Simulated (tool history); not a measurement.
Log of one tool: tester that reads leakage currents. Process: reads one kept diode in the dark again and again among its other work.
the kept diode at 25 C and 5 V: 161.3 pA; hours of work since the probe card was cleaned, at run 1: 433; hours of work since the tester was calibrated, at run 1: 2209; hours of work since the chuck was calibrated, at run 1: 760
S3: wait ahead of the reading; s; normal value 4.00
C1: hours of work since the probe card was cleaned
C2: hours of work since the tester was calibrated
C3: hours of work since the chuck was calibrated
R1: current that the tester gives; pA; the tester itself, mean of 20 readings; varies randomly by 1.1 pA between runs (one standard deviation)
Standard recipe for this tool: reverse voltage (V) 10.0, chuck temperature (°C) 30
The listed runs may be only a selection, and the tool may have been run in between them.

run 1 hour=0.0 | reverse_voltage_(V)=10.0 chuck_temperature_(°C)=30 S3=4.00 | C1=433 C2=2209 C3=760 | R1=318.85
run 2 hour=67.3 | reverse_voltage_(V)=10.0 chuck_temperature_(°C)=30 S3=4.00 | C1=482 C2=2258 C3=809 | R1=315.36
run 3 hour=151.7 | reverse_voltage_(V)=10.0 chuck_temperature_(°C)=30 S3=4.00 | C1=544 C2=2319 C3=871 | R1=313.89
run 4 hour=208.7 | reverse_voltage_(V)=10.0 chuck_temperature_(°C)=30 S3=4.00 | C1=585 C2=2361 C3=913 | R1=309.82
run 5 hour=277.7 | reverse_voltage_(V)=1.3 chuck_temperature_(°C)=30 S3=4.00 | C1=636 C2=2411 C3=963 | R1=100.93
-- hour=286.7 probe card cleaned and baked
run 6 hour=345.3 | reverse_voltage_(V)=10.0 chuck_temperature_(°C)=30 S3=0.61 | C1=43 C2=2458 C3=1010 | R1=312.50
-- hour=385.2 chuck's temperature calibrated
run 7 hour=390.2 | reverse_voltage_(V)=1.4 chuck_temperature_(°C)=45 S3=0.61 | C1=74 C2=2490 C3=4 | R1=404.85
run 8 hour=438.6 | reverse_voltage_(V)=2.8 chuck_temperature_(°C)=30 S3=4.00 | C1=109 C2=2525 C3=39 | R1=178.32
run 9 hour=523.7 | reverse_voltage_(V)=2.8 chuck_temperature_(°C)=30 S3=4.00 | C1=171 C2=2587 C3=101 | R1=177.43
run 10 hour=574.5 | reverse_voltage_(V)=2.8 chuck_temperature_(°C)=30 S3=4.00 | C1=208 C2=2624 C3=138 | R1=176.73
-- hour=633.5 probe card cleaned and baked, once more
run 11 hour=636.2 | reverse_voltage_(V)=2.8 chuck_temperature_(°C)=32 S3=4.00 | C1=2 C2=2667 C3=181 | R1=203.89
run 12 hour=720.9 | reverse_voltage_(V)=2.8 chuck_temperature_(°C)=32 S3=0.49 | C1=64 C2=2729 C3=243 | R1=202.98

Consider 5 possible next runs. They are alternatives, not a sequence: every one starts from the tool as it was left by run 12. What does each give?
run A hour=801.6 | reverse_voltage_(V)=16.5 chuck_temperature_(°C)=52 S3=0.84 | C1=123 C2=2787 C3=302 | R1=?
run B hour=801.6 | reverse_voltage_(V)=10.0 chuck_temperature_(°C)=32 S3=0.49 | C1=123 C2=2787 C3=302 | R1=?
run C hour=801.6 | reverse_voltage_(V)=10.0 chuck_temperature_(°C)=32 S3=0.49 | C1=123 C2=2787 C3=302 | R1=?
run D hour=801.6 | reverse_voltage_(V)=1.1 chuck_temperature_(°C)=30 S3=4.00 | C1=123 C2=2787 C3=302 | R1=?
run E hour=801.6 | reverse_voltage_(V)=2.0 chuck_temperature_(°C)=40 S3=0.70 | C1=123 C2=2787 C3=302 | R1=?

run=A R1=2457.40
run=B R1=403.30
run=C R1=405.22
run=D R1=102.26
run=E R1=317.32
Take away the tool's hidden state, keep each run's random variation, and the runs would have read:
run=A R1=2597.38
run=B R1=428.25
run=C R1=430.29
run=D R1=108.85
run=E R1=336.68
